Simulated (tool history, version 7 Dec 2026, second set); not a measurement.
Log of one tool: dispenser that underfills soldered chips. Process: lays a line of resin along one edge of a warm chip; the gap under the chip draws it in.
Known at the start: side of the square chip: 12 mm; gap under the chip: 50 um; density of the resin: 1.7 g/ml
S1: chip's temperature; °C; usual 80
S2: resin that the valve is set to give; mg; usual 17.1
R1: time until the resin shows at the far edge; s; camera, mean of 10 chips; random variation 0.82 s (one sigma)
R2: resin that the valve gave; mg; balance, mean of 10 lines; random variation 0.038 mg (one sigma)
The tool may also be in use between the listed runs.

run,hour,S1,S2,R1,R2
1,0.0,80,17.1,79.2,17.11
# hour 7.6: new syringe of resin
2,10.4,80,17.1,85.8,17.00
# hour 16.4: new syringe of resin
3,16.4,80,17.1,73.5,17.00
# hour 25.6: new syringe of resin
4,29.9,80,17.1,91.8,17.01
# hour 34.4: new syringe of resin
5,37.4,80,17.1,83.3,17.00
# hour 43.5: new syringe of resin
6,47.8,80,17.1,90.3,16.85
# hour 52.7: new syringe of resin
# hour 61.4: new syringe of resin
7,61.6,80,17.1,72.9,16.88
8,69.2,80,17.1,110.1,16.78
# hour 70.7: new syringe of resin
9,77.3,80,17.1,104.8,16.73
# hour 79.8: new syringe of resin
10,87.9,93,17.1,61.7,16.73
# hour 89.3: new syringe of resin
11,96.8,80,17.1,110.0,16.73
# hour 97.9: new syringe of resin
# hour 107.5: new syringe of resin
12,109.6,89,17.1,53.4,16.65
# hour 116.8: new syringe of resin
# hour 119.3: dispensing valve cleaned and set on the balance
13,119.3,89,17.1,50.9,17.06
14,125.8,89,19.0,70.1,18.92
# hour 127.3: new syringe of resin
# hour 135.8: new syringe of resin
15,139.5,89,19.0,56.3,18.88
# hour 144.6: new syringe of resin
16,146.6,89,19.0,50.8,18.79
# hour 153.6: new syringe of resin
17,156.4,86,17.8,62.1,17.66
# hour 162.9: new syringe of resin
18,166.5,73,17.1,122.9,16.89
# hour 171.7: new syringe of resin
19,174.1,73,17.1,116.0,16.83
# hour 180.7: new syringe of resin
20,186.2,73,17.1,137.0,16.88
# hour 189.7: new syringe of resin
21,195.8,88,17.6,67.6,17.26
# hour 198.5: new syringe of resin
# hour 207.1: new syringe of resin
22,209.7,90,18.8,49.4,18.42
# hour 215.6: new syringe of resin
23,215.9,77,15.9,85.2,15.51
# hour 224.6: new syringe of resin
24,224.8,77,15.9,88.3,15.48
# hour 233.4: new syringe of resin
25,238.2,77,15.9,110.1,15.39
# hour 242.1: new syringe of resin
# hour 245.0: dispensing valve cleaned and set on the balance
# hour 251.9: new syringe of resin
26,253.4,78,21.9,82.7,21.98
27,259.5,69,15.1,192.8,15.07
# hour 260.6: new syringe of resin
# hour 269.4: new syringe of resin
28,273.9,84,21.1,73.7,20.93
# hour 278.0: new syringe of resin
29,281.3,82,21.4,75.0,21.21

Forecast each of these 4 alternatives for the next run:
# hour 286.6: new syringe of resin
A,291.9,73,21.9,?,?
# hour 286.6: new syringe of resin
B,291.9,87,21.3,?,?
# hour 286.6: new syringe of resin
C,291.9,71,17.1,?,?
# hour 286.6: new syringe of resin
D,291.9,81,16.3,?,?

run,R1,R2
A,129.0,21.66
B,65.8,21.08
C,147.5,16.92
D,90.7,16.12
Without the tool's hidden state the same runs would have given:
run,R1,R2
A,104.9,21.85
B,53.1,21.26
C,119.8,17.07
D,73.3,16.26
